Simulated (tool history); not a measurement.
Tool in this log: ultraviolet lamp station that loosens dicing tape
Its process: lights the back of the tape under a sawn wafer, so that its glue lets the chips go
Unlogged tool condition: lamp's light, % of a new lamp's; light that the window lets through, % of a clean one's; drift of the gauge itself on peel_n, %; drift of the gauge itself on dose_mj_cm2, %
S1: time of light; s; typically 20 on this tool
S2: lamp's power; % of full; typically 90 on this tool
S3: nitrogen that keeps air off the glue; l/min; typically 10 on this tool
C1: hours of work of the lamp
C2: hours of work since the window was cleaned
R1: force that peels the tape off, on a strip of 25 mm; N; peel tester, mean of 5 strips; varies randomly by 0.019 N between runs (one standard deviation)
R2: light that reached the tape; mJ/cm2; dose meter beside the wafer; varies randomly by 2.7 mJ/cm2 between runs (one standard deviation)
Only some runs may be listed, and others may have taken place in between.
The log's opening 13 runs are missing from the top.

run    day  S1  S2  S3   C1   C2     R1   R2
 14  4.512  20  90  10  277  202  1.596  285
 15  4.858  20  90  15  281  206  1.209  282
 16  5.138  20  90  10  284  210  1.637  282
 17  5.388  20  90  10  287  212  1.615  288
 18  5.879  20  90  10  292  218  1.655  288
 19  6.250  20  90  10  296  222  1.645  276
 20  6.475  20  90  10  299  225  1.698  280
 21  6.871  20  90  10  303  229  1.720  277
 22  7.296  20  90  10  308  234  1.678  272
     7.342  -- window cleaned of glue's vapour
 23  7.646  20  67   4  312    3  4.472  199

Run 24, settings as shown, results not yet in. Your forecast:
 24  7.942  20  87   4  315   7   ?   ?

{"run 24": {"R1": 3.411, "R2": 259}}
With the hidden condition absent and the run-to-run variation left alone, this run would have shown R1 2.097 N, R2 360 mJ/cm2.
